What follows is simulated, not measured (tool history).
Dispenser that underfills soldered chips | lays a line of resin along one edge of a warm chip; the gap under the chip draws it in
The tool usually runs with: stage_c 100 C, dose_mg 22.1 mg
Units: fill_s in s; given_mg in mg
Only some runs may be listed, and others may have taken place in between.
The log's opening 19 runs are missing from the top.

run,hour,stage_c,dose_mg,fill_s,given_mg
# hour 73.9: new syringe of resin
20,78.8,93,21.4,93.8,21.26
21,81.9,96,19.1,94.1,19
# hour 87.9: new syringe of resin
22,87.9,99,20,66.3,19.85
23,91.9,99,20,74.1,19.74
24,94.6,103,22.1,69.1,21.88
25,98.6,104,23.6,75.1,23.32
# hour 101.9: new syringe of resin
26,103.1,86,24.7,111.8,24.34
27,106.8,86,24.7,125.3,24.25
28,109.6,86,24.7,139.5,24.26
29,114.7,96,27.4,109.4,26.87
# hour 116.1: new syringe of resin
30,120.7,109,22.8,51.3,22.23
31,123.8,91,20.1,116.8,19.59
32,128.7,108,20.1,72.9,19.65
# hour 130.4: dispensing valve cleaned and set on the balance
# hour 131.1: new syringe of resin
33,134.5,108,20.1,51.9,20.09
34,138.1,115,26.7,44.2,26.62
35,141.7,111,25.1,57.2,24.97

Consider 3 possible next runs. They are alternatives, not a sequence: every one starts from the tool as it was left by run 35. What does each give?
# hour 145: new syringe of resin
A,145.3,95,22.1,?,?
# hour 145: new syringe of resin
B,145.3,92,23.4,?,?
# hour 145: new syringe of resin
C,145.3,109,26.4,?,?

run,fill_s,given_mg
A,74.1,21.98
B,83.9,23.32
C,42.2,26.27
With no hidden state in the tool, these same runs would have given:
run,fill_s,given_mg
A,75.3,22.09
B,85.3,23.45
C,42.9,26.41
